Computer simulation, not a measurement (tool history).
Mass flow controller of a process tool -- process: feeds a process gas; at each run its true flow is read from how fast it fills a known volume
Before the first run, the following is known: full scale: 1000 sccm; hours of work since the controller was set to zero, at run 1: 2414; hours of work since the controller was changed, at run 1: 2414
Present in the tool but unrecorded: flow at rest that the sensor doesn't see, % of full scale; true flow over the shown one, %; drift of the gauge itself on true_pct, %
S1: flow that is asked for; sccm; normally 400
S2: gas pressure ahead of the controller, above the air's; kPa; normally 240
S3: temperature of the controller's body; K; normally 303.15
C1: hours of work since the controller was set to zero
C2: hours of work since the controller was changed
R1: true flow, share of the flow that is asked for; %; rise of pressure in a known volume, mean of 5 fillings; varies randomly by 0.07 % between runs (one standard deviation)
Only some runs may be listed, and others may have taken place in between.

| run | hour | S1 | S2 | S3 | C1 | C2 | R1 |
|---|---|---|---|---|---|---|---|
| 1 | 0.0 | 400 | 240 | 303.15 | 2414 | 2414 | 99.12 |
| 2 | 220.8 | 400 | 240 | 303.15 | 2538 | 2538 | 99.27 |
| 3 | 471.4 | 193 | 240 | 303.15 | 2678 | 2678 | 98.70 |
| 4 | 697.5 | 193 | 240 | 303.15 | 2805 | 2805 | 98.86 |
| 5 | 954.6 | 400 | 240 | 303.15 | 2949 | 2949 | 99.13 |
| 6 | 1262.3 | 297 | 240 | 303.15 | 3122 | 3122 | 99.06 |
| 7 | 1504.7 | 297 | 240 | 303.15 | 3258 | 3258 | 99.00 |
| 8 | 1915.0 | 400 | 240 | 303.15 | 3488 | 3488 | 99.31 |
| 9 | 2164.3 | 400 | 240 | 303.15 | 3627 | 3627 | 99.28 |
| 10 | 2495.6 | 400 | 240 | 303.15 | 3813 | 3813 | 99.13 |
| 11 | 2890.7 | 400 | 203 | 303.15 | 4035 | 4035 | 99.27 |
| 12 | 3210.0 | 400 | 240 | 303.15 | 4214 | 4214 | 99.15 |
| 13 | 3590.1 | 400 | 240 | 303.15 | 4427 | 4427 | 99.21 |
|  | 3626.9 | controller's zero set anew |
| 14 | 3808.7 | 400 | 257 | 303.15 | 102 | 4549 | 99.08 |
| 15 | 4003.1 | 400 | 257 | 303.15 | 211 | 4658 | 99.31 |
| 16 | 4386.3 | 400 | 240 | 303.15 | 426 | 4873 | 99.18 |
| 17 | 4595.4 | 400 | 240 | 303.15 | 543 | 4990 | 99.27 |
| 18 | 4810.1 | 400 | 240 | 303.15 | 663 | 5110 | 99.30 |
| 19 | 5184.4 | 400 | 163 | 303.15 | 873 | 5320 | 99.43 |
| 20 | 5521.4 | 400 | 163 | 303.15 | 1062 | 5509 | 99.46 |
| 21 | 5920.0 | 400 | 163 | 303.15 | 1286 | 5733 | 99.35 |
| 22 | 6106.2 | 400 | 163 | 303.15 | 1390 | 5837 | 99.40 |
| 23 | 6480.6 | 400 | 195 | 303.15 | 1600 | 6047 | 99.25 |
| 24 | 6810.0 | 400 | 195 | 303.15 | 1785 | 6232 | 99.26 |
| 25 | 6983.6 | 400 | 195 | 294.15 | 1882 | 6329 | 98.48 |
| 26 | 7357.6 | 400 | 195 | 294.15 | 2092 | 6539 | 98.58 |
| 27 | 7528.2 | 400 | 195 | 294.15 | 2187 | 6634 | 98.66 |
| 28 | 7864.6 | 424 | 195 | 294.15 | 2376 | 6823 | 98.58 |
| 29 | 8244.7 | 424 | 195 | 294.15 | 2589 | 7036 | 98.61 |
| 30 | 8634.8 | 400 | 240 | 300.15 | 2808 | 7255 | 98.89 |
| 31 | 8918.1 | 229 | 206 | 293.15 | 2967 | 7414 | 98.07 |
| 32 | 9200.4 | 105 | 249 | 303.15 | 3125 | 7572 | 98.48 |
| 33 | 9441.1 | 744 | 249 | 294.15 | 3260 | 7707 | 99.11 |
| 34 | 9743.9 | 744 | 249 | 294.15 | 3430 | 7877 | 99.18 |
| 35 | 10139.0 | 400 | 219 | 304.15 | 3651 | 8098 | 99.40 |
| 36 | 10480.3 | 400 | 268 | 303.15 | 3843 | 8290 | 99.18 |
| 37 | 10729.9 | 650 | 175 | 308.15 | 3983 | 8430 | 100.22 |
| 38 | 10929.3 | 258 | 156 | 303.15 | 4094 | 8541 | 99.10 |
| 39 | 11318.8 | 258 | 156 | 303.15 | 4313 | 8760 | 99.07 |
|  | 11537.1 | controller's zero set anew |
| 40 | 11661.9 | 400 | 237 | 303.15 | 70 | 8952 | 99.21 |
| 41 | 12043.4 | 400 | 237 | 303.15 | 284 | 9166 | 99.29 |
| 42 | 12243.8 | 400 | 218 | 303.15 | 396 | 9278 | 99.16 |
| 43 | 12624.4 | 400 | 218 | 303.15 | 610 | 9492 | 99.30 |
| 44 | 12792.9 | 400 | 159 | 311.15 | 704 | 9586 | 100.06 |
| 45 | 13055.6 | 400 | 159 | 311.15 | 851 | 9733 | 100.07 |
| 46 | 13239.3 | 400 | 159 | 311.15 | 954 | 9836 | 100.11 |
| 47 | 13465.1 | 400 | 159 | 311.15 | 1081 | 9963 | 100.11 |
| 48 | 13829.9 | 670 | 271 | 299.15 | 1286 | 10167 | 99.30 |
| 49 | 14148.8 | 124 | 240 | 304.15 | 1464 | 10346 | 98.59 |

For each entry between runs, how does the tool's hidden state at the last listed run before it compare with that at the first listed run after it?
After run 13, before run 14: controller's zero set anew (hour 3626.9)
  flow at rest that the sensor doesn't see, % of full scale: -0.005 -> 0
After run 39, before run 40: controller's zero set anew (hour 11537.1)
  flow at rest that the sensor doesn't see, % of full scale: -0.005 -> 0
